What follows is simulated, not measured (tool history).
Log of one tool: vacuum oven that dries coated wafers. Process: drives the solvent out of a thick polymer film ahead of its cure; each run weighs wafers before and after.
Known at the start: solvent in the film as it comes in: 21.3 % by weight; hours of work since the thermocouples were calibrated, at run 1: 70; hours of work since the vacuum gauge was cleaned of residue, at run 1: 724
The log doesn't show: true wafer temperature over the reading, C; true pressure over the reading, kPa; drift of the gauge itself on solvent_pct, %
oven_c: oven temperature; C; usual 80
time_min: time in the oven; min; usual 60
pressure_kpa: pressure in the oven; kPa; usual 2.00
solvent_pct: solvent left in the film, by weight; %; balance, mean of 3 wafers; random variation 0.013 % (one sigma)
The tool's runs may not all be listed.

| run | hour | oven_c | time_min | pressure_kpa | hours of work since the thermocouples were calibrated | hours of work since the vacuum gauge was cleaned of residue | solvent_pct |
|---|---|---|---|---|---|---|---|
| 1 | 0.0 | 80 | 60 | 2.00 | 70 | 724 | 2.33 |
| 2 | 38.4 | 80 | 60 | 2.00 | 86 | 741 | 2.35 |
| 3 | 66.9 | 80 | 60 | 2.00 | 99 | 754 | 2.33 |
| 4 | 98.7 | 80 | 35 | 2.00 | 113 | 768 | 4.30 |
| 5 | 128.2 | 80 | 35 | 2.00 | 126 | 780 | 4.28 |
| 6 | 173.3 | 91 | 60 | 2.00 | 146 | 800 | 1.12 |
| 7 | 218.8 | 91 | 60 | 2.00 | 166 | 820 | 1.15 |
| 8 | 256.8 | 91 | 89 | 2.00 | 182 | 837 | 1.03 |
| 9 | 285.4 | 80 | 95 | 2.00 | 195 | 849 | 1.69 |
| 10 | 311.7 | 80 | 69 | 2.00 | 206 | 861 | 2.04 |
| 11 | 342.1 | 80 | 39 | 2.00 | 220 | 874 | 3.77 |
| 12 | 376.1 | 80 | 39 | 2.00 | 235 | 889 | 3.76 |
| 13 | 406.5 | 80 | 39 | 2.00 | 248 | 903 | 3.75 |
|  | 410.7 | oven's thermocouples calibrated |
| 14 | 441.9 | 80 | 39 | 2.00 | 14 | 917 | 3.71 |
| 15 | 469.0 | 80 | 39 | 2.00 | 26 | 929 | 3.73 |
| 16 | 498.0 | 80 | 39 | 2.00 | 38 | 942 | 3.69 |
| 17 | 533.0 | 87 | 51 | 1.99 | 54 | 957 | 1.64 |
| 18 | 567.1 | 80 | 31 | 2.88 | 69 | 972 | 5.33 |
| 19 | 603.5 | 71 | 80 | 4.60 | 85 | 988 | 5.76 |
| 20 | 640.8 | 75 | 103 | 2.12 | 101 | 1005 | 2.23 |
| 21 | 661.1 | 75 | 103 | 2.12 | 110 | 1013 | 2.24 |
|  | 679.0 | oven's thermocouples calibrated, once more |
| 22 | 691.9 | 73 | 38 | 1.38 | 6 | 1026 | 5.61 |
| 23 | 738.0 | 73 | 56 | 1.38 | 26 | 1046 | 3.64 |
| 24 | 774.4 | 80 | 60 | 5.99 | 42 | 1062 | 5.20 |
| 25 | 813.4 | 80 | 60 | 5.99 | 59 | 1079 | 5.22 |
| 26 | 853.4 | 69 | 48 | 4.61 | 77 | 1097 | 8.50 |
| 27 | 883.6 | 69 | 48 | 4.61 | 90 | 1110 | 8.54 |
| 28 | 932.9 | 69 | 76 | 6.36 | 111 | 1132 | 8.62 |
| 29 | 954.9 | 69 | 76 | 6.36 | 121 | 1142 | 8.66 |

Run 30 comes next. What will it give?
| 30 | 992.6 | 69 | 70 | 6.48 | 138 | 1158 | ? |

Run 30 gave solvent_pct 8.99 %.
Without the tool's hidden state the same run would have given solvent_pct 8.82 %.
